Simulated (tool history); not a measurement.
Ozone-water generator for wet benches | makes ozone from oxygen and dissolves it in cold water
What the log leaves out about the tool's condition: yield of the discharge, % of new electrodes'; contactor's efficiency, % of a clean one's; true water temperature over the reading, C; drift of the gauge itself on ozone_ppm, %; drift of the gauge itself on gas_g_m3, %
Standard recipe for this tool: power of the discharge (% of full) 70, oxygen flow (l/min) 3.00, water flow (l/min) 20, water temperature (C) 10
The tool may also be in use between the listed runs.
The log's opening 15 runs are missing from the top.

run,hour,power of the discharge (% of full),oxygen flow (l/min),water flow (l/min),water temperature (C),hours of work since the electrodes were changed,hours of work since the contactor was cleaned,hours of work since the thermometer was calibrated,dissolved ozone (ppm),ozone in the gas ahead of the water (g/m3)
16,378.3,70,3.00,20,10,541,1380,3209,17.0,237.7
17,394.4,70,3.00,20,10,557,1396,3225,17.3,237.7
18,410.3,56,1.68,20,10,573,1412,3240,11.5,249.1
19,427.6,56,1.68,20,10,590,1429,3257,11.5,250.8
20,458.2,46,3.55,18,7,620,1459,3287,14.4,156.8
21,473.6,46,3.55,18,7,635,1474,3303,14.7,156.2
22,493.0,70,3.58,20,15,655,1493,3322,17.2,220.6
23,516.5,70,5.11,16,15,678,1516,3345,21.7,189.1
24,547.7,62,5.13,20,7,709,1547,3376,18.4,172.0
25,561.7,62,5.13,20,7,722,1561,3390,18.6,171.7
26,584.5,94,5.23,20,7,745,1584,3412,25.9,237.8
27,618.1,94,5.23,20,7,778,1617,3445,25.5,235.7
28,634.9,65,3.00,23,7,795,1633,3462,14.0,221.5
29,651.5,65,3.00,23,7,811,1650,3478,14.2,221.9
30,680.9,70,1.95,20,10,840,1679,3507,14.5,278.2
# hour 690.7: water thermometer calibrated
31,710.3,70,2.21,18,7,868,1707,19,16.9,262.6
32,728.7,70,4.14,18,9,887,1725,38,20.7,204.6

3 options for the next run, each taken on its own from the tool as it stands now. Forecast them:
A,756.4,70,4.14,29,5,914,1753,65,?,?
B,756.4,70,2.16,18,8,914,1753,65,?,?
C,756.4,70,2.47,20,10,914,1753,65,?,?

run,dissolved ozone (ppm),ozone in the gas ahead of the water (g/m3)
A,13.4,205.8
B,17.0,267.6
C,15.7,249.7
Without the tool's hidden state the same runs would have given:
run,dissolved ozone (ppm),ozone in the gas ahead of the water (g/m3)
A,14.5,213.2
B,18.3,277.1
C,16.9,258.6

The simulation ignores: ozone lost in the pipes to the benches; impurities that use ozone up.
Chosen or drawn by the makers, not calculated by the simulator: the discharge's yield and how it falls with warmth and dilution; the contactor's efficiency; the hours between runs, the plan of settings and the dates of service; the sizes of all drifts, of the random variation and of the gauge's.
